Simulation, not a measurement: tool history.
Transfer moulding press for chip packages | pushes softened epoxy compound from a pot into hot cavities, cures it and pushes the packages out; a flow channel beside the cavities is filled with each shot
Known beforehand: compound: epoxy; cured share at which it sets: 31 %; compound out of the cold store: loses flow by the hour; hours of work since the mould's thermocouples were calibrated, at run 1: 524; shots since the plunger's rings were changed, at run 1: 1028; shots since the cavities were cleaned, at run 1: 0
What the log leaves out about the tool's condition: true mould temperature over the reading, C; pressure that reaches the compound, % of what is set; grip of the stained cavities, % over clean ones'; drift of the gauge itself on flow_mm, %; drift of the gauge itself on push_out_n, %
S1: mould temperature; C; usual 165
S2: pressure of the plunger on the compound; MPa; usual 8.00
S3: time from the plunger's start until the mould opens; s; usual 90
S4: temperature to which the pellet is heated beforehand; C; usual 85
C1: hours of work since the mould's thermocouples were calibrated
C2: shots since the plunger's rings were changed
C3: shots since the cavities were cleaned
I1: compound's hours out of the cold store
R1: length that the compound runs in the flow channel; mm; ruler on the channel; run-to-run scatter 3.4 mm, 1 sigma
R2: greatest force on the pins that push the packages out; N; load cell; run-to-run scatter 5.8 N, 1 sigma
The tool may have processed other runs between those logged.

run   hour   S1    S2   S3  S4   C1    C2   C3    I1   R1   R2
  1    0.0  165  8.00   90  85  524  1028    0  40.2  696  211
  2   26.9  165  8.00   90  85  535  1259  231  15.5  805  215
  3   42.0  165  8.00  110  85  542  1389  361  15.0  811  188
  4   69.2  172  8.00   90  85  553  1623  595  44.5  672  186
  5   85.2  172  8.00   90  85  560  1761  733  20.8  764  188
      88.5  -- cavities cleaned with cleaning compound and waxed
  6  114.5  172  8.00   90  85  571  2000  224  11.1  809  193
  7  136.1  172  8.69   90  85  580  2186  410  32.7  751  194
  8  163.9  172  8.69   90  85  592  2425  649  42.7  703  187
     176.3  -- cavities cleaned with cleaning compound and waxed
  9  198.4  172  8.69   90  85  606  2709  190  45.6  691  189
     203.7  -- plunger's sealing rings changed
 10  221.9  172  8.69   75  85  615   156  370  22.6  798  196
     229.5  -- mould's thermocouples calibrated
 11  251.5  172  8.69   75  85    9   394  608  21.3  799  208
     270.1  -- cavities cleaned with cleaning compound and waxed
 12  281.8  172  8.69   75  85   21   642  101  44.1  700  209
 13  312.6  172  8.69   75  85   34   907  366  44.6  692  207
 14  328.8  165  8.00   88  85   41  1046  505  24.5  771  220
 15  345.6  172  8.00   88  85   48  1191  650  15.9  786  181
     357.8  -- cavities cleaned with cleaning compound and waxed
 16  365.5  163  9.21  128  76   56  1349   66  19.1  852  182
 17  390.7  165  9.21  128  76   66  1566  283  36.3  775  191
 18  410.1  165  8.00   77  85   74  1733  450  22.7  768  278
 19  436.3  165  6.87   90  88   85  1959  676  14.2  758  225
     446.2  -- cavities cleaned with cleaning compound and waxed
 20  469.0  165  6.87   90  88   98  2226  196  46.4  623  210
 21  492.8  161  8.00   90  78  108  2431  401  46.6  689  260
 22  507.8  161  9.53   90  85  115  2561  531  23.2  850  270
 23  522.6  161  9.53   90  85  121  2688  658  44.6  747  257
     529.8  -- plunger's sealing rings changed
     538.2  -- cavities cleaned with cleaning compound and waxed
 24  556.4  161  9.53   90  85  133   215  157  37.8  790  254
 25  582.9  161  9.53   90  85  144   443  385  19.4  872  264

Each row is a separate what-if for the run after 25, all from the same tool condition, not one after another. Results?
  A  609.4  165  9.82  90  85  155  672  614  42.2   ?   ?
  B  609.4  158  8.25  81  85  155  672  614  34.2   ?   ?
  C  609.4  165  8.00  90  81  155  672  614  32.8   ?   ?

run   R1   R2
  A  760  203
  B  764  408
  C  731  217
Stripped of hidden state, with their random variation kept, the same runs would have yielded:
run   R1   R2
  A  760  200
  B  764  403
  C  731  215
